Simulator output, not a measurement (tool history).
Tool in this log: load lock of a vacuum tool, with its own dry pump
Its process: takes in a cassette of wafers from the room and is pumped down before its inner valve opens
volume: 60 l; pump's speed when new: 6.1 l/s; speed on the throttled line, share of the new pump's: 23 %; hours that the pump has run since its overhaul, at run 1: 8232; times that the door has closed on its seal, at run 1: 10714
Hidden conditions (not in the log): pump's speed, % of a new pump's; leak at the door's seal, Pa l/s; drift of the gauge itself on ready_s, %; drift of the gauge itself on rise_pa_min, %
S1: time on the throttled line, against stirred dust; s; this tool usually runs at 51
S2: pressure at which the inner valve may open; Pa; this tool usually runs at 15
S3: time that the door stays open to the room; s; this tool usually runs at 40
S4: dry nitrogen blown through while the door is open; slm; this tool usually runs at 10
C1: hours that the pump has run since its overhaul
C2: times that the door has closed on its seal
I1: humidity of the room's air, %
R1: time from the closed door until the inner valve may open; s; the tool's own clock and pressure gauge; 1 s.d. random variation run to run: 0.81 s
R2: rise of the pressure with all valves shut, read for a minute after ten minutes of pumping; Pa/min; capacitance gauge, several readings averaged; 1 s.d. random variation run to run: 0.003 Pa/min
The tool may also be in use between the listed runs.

Run 1, hour 0.0: usual settings; C1 8232; C2 10714; I1 48.6. Result: R1 127.2 s, R2 0.027 Pa/min.
Run 2, hour 64.3: usual settings but S4 20 slm; C1 8296; C2 10905; I1 45.3. Result: R1 125.8 s, R2 0.022 Pa/min.
Run 3, hour 152.2: usual settings but S4 20 slm; C1 8384; C2 11166; I1 42.9. Result: R1 126.7 s, R2 0.021 Pa/min.
Run 4, hour 223.5: usual settings but S4 20 slm; C1 8455; C2 11378; I1 45.3. Result: R1 126.8 s, R2 0.021 Pa/min.
Run 5, hour 313.8: usual settings but S3 90 s; C1 8546; C2 11646; I1 47.7. Result: R1 125.3 s, R2 0.051 Pa/min.
Run 6, hour 369.0: usual settings; C1 8601; C2 11810; I1 43.8. Result: R1 126.2 s, R2 0.024 Pa/min.
Run 7, hour 456.2: usual settings; C1 8688; C2 12069; I1 45.3. Result: R1 127.1 s, R2 0.032 Pa/min.
Run 8, hour 542.6: usual settings; C1 8775; C2 12325; I1 45.1. Result: R1 125.6 s, R2 0.029 Pa/min.
Run 9, hour 605.9: usual settings but S4 5 slm; C1 8838; C2 12514; I1 42.0. Result: R1 125.9 s, R2 0.029 Pa/min.
Run 10, hour 658.2: usual settings; C1 8890; C2 12669; I1 46.6. Result: R1 125.7 s, R2 0.029 Pa/min.
Run 11, hour 708.8: usual settings; C1 8941; C2 12819; I1 41.5. Result: R1 126.9 s, R2 0.029 Pa/min.
Run 12, hour 764.1: usual settings but S2 24 Pa; C1 8996; C2 12984; I1 44.8. Result: R1 121.8 s, R2 0.030 Pa/min.
Run 13, hour 813.9: usual settings but S2 24 Pa; C1 9046; C2 13131; I1 46.1. Result: R1 121.8 s, R2 0.033 Pa/min.
Run 14, hour 888.5: usual settings but S2 24 Pa; C1 9121; C2 13353; I1 44.4. Result: R1 121.3 s, R2 0.023 Pa/min.
Run 15, hour 980.4: usual settings but S2 24 Pa; C1 9212; C2 13626; I1 43.3. Result: R1 121.9 s, R2 0.029 Pa/min.
Run 16, hour 1065.2: usual settings but S2 24 Pa; C1 9297; C2 13878; I1 43.7. Result: R1 120.3 s, R2 0.027 Pa/min.
Run 17, hour 1129.1: usual settings but S2 24 Pa; C1 9361; C2 14067; I1 46.1. Result: R1 122.2 s, R2 0.033 Pa/min.
Run 18, hour 1193.4: usual settings; C1 9425; C2 14258; I1 45.9. Result: R1 127.1 s, R2 0.031 Pa/min.
Run 19, hour 1245.7: usual settings but S1 34 s, S2 11 Pa, S4 35 slm; C1 9478; C2 14414; I1 42.4. Result: R1 117.7 s, R2 0.015 Pa/min.
Run 20, hour 1324.9: usual settings but S1 34 s, S2 12 Pa, S4 35 slm; C1 9557; C2 14649; I1 44.8. Result: R1 115.3 s, R2 0.017 Pa/min.
Run 21, hour 1364.9: usual settings but S1 34 s, S2 23 Pa, S4 35 slm; C1 9597; C2 14768; I1 46.9. Result: R1 109.0 s, R2 0.019 Pa/min.
Run 22, hour 1417.9: usual settings but S1 90 s, S2 16 Pa, S4 15 slm; C1 9650; C2 14925; I1 44.4. Result: R1 154.9 s, R2 0.022 Pa/min.
Run 23, hour 1469.3: usual settings but S1 59 s, S2 12 Pa, S3 28 s, S4 6 slm; C1 9701; C2 15078; I1 43.6. Result: R1 134.6 s, R2 0.027 Pa/min.
Run 24, hour 1534.2: usual settings but S4 5 slm; C1 9766; C2 15271; I1 49.6. Result: R1 126.1 s, R2 0.035 Pa/min.
Run 25, hour 1622.7: usual settings but S2 14 Pa, S3 27 s, S4 5 slm; C1 9855; C2 15534; I1 42.0. Result: R1 125.7 s, R2 0.025 Pa/min.
Run 26, hour 1666.5: usual settings but S2 12 Pa, S4 6 slm; C1 9898; C2 15664; I1 44.6. Result: R1 129.8 s, R2 0.032 Pa/min.
Run 27, hour 1726.7: usual settings but S2 12 Pa, S4 6 slm; C1 9959; C2 15843; I1 47.9. Result: R1 128.7 s, R2 0.036 Pa/min.
Run 28, hour 1808.9: usual settings but S3 109 s; C1 10041; C2 16087; I1 43.7. Result: R1 125.9 s, R2 0.059 Pa/min.
Run 29, hour 1872.4: usual settings but S1 30 s, S4 4 slm; C1 10104; C2 16275; I1 49.5. Result: R1 111.1 s, R2 0.040 Pa/min.
Run 30, hour 1922.0: usual settings but S1 30 s, S3 29 s, S4 5 slm; C1 10154; C2 16423; I1 45.6. Result: R1 111.0 s, R2 0.026 Pa/min.
Run 31, hour 1984.2: usual settings but S1 27 s, S3 105 s, S4 8 slm; C1 10216; C2 16607; I1 42.9. Result: R1 107.0 s, R2 0.053 Pa/min.
Run 32, hour 2048.8: usual settings but S1 27 s, S2 29 Pa, S3 105 s, S4 8 slm; C1 10281; C2 16799; I1 43.2. Result: R1 101.3 s, R2 0.058 Pa/min.
Run 33, hour 2091.5: usual settings but S1 27 s, S2 11 Pa, S3 118 s, S4 27 slm; C1 10324; C2 16926; I1 46.9. Result: R1 111.2 s, R2 0.043 Pa/min.
Run 34, hour 2141.7: usual settings but S1 27 s, S2 11 Pa, S3 118 s, S4 27 slm; C1 10374; C2 17075; I1 45.4. Result: R1 111.3 s, R2 0.047 Pa/min.
Run 35, hour 2183.2: usual settings but S3 141 s; C1 10415; C2 17199; I1 44.9. Result: R1 125.4 s, R2 0.070 Pa/min.
Run 36, hour 2274.7: usual settings but S3 141 s; C1 10507; C2 17470; I1 49.0. Result: R1 126.5 s, R2 0.080 Pa/min.

Here are 4 independent what-if runs from the current tool condition. What would each one return?
Run A, hour 2339.0: usual settings but S4 24 slm; C1 10571; C2 17661; I1 46.9. Result: R1 ?, R2 ?.
Run B, hour 2339.0: usual settings but S3 141 s, S4 15 slm; C1 10571; C2 17661; I1 43.7. Result: R1 ?, R2 ?.
Run C, hour 2339.0: usual settings but S1 69 s, S2 26 Pa, S4 16 slm; C1 10571; C2 17661; I1 42.9. Result: R1 ?, R2 ?.
Run D, hour 2339.0: usual settings but S2 13 Pa, S3 141 s; C1 10571; C2 17661; I1 47.1. Result: R1 ?, R2 ?.

run     R1     R2
  A  125.8  0.023
  B  125.1  0.055
  C  134.0  0.024
  D  126.6  0.071
Had the tool no hidden state, the same runs would have come out as:
run     R1     R2
  A  125.8  0.023
  B  125.0  0.055
  C  134.0  0.024
  D  126.5  0.070
